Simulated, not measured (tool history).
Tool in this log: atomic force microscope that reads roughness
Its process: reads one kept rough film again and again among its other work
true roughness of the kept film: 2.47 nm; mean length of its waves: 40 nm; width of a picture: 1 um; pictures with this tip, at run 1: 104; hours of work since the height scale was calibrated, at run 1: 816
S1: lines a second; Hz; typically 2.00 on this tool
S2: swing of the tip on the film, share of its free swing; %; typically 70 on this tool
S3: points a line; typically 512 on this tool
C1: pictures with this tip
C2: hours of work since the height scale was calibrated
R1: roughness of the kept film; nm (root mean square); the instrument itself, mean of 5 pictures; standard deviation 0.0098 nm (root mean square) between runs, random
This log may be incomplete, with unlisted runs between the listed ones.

{"run": 1, "hour": 0.0, "S1": 2.0, "S2": 70, "S3": 512, "C1": 104, "C2": 816, "R1": 2.071}
{"run": 2, "hour": 30.1, "S1": 2.0, "S2": 70, "S3": 512, "C1": 149, "C2": 839, "R1": 1.997}
{"hour": 36.1, "done": "new tip fitted"}
{"run": 3, "hour": 48.1, "S1": 2.0, "S2": 76, "S3": 512, "C1": 18, "C2": 852, "R1": 2.124}
{"run": 4, "hour": 81.5, "S1": 2.0, "S2": 76, "S3": 512, "C1": 68, "C2": 877, "R1": 2.036}
{"run": 5, "hour": 104.8, "S1": 2.0, "S2": 70, "S3": 512, "C1": 102, "C2": 895, "R1": 2.054}
{"run": 6, "hour": 128.6, "S1": 2.0, "S2": 70, "S3": 512, "C1": 138, "C2": 913, "R1": 1.993}
{"hour": 143.0, "done": "new tip fitted"}
{"run": 7, "hour": 162.8, "S1": 2.0, "S2": 70, "S3": 512, "C1": 30, "C2": 939, "R1": 2.142}
{"run": 8, "hour": 181.5, "S1": 3.83, "S2": 70, "S3": 284, "C1": 57, "C2": 953, "R1": 1.947}
{"run": 9, "hour": 207.6, "S1": 3.83, "S2": 70, "S3": 284, "C1": 96, "C2": 973, "R1": 1.923}
{"run": 10, "hour": 224.2, "S1": 3.83, "S2": 70, "S3": 284, "C1": 121, "C2": 986, "R1": 1.874}
{"run": 11, "hour": 244.4, "S1": 1.63, "S2": 65, "S3": 306, "C1": 151, "C2": 1001, "R1": 2.01}
{"hour": 249.5, "done": "new tip fitted"}
{"run": 12, "hour": 272.4, "S1": 0.98, "S2": 87, "S3": 348, "C1": 34, "C2": 1023, "R1": 2.121}
{"run": 13, "hour": 310.1, "S1": 0.98, "S2": 87, "S3": 348, "C1": 90, "C2": 1051, "R1": 2.031}

For each run, the measured value with the value that run would have given without the tool's hidden condition subtracted. The run-to-run variation is shared by both, the gauge scatter possibly not:
Unlogged tool condition in this case: radius of the tip, nm; height scale over the true one, %; drift of the gauge itself on roughness_nm, %.
run=1 R1=-0.173
run=2 R1=-0.233
run=3 R1=-0.056
run=4 R1=-0.130
run=5 R1=-0.181
run=6 R1=-0.231
run=7 R1=-0.082
run=8 R1=-0.121
run=9 R1=-0.171
run=10 R1=-0.205
run=11 R1=-0.264
run=12 R1=-0.087
run=13 R1=-0.164
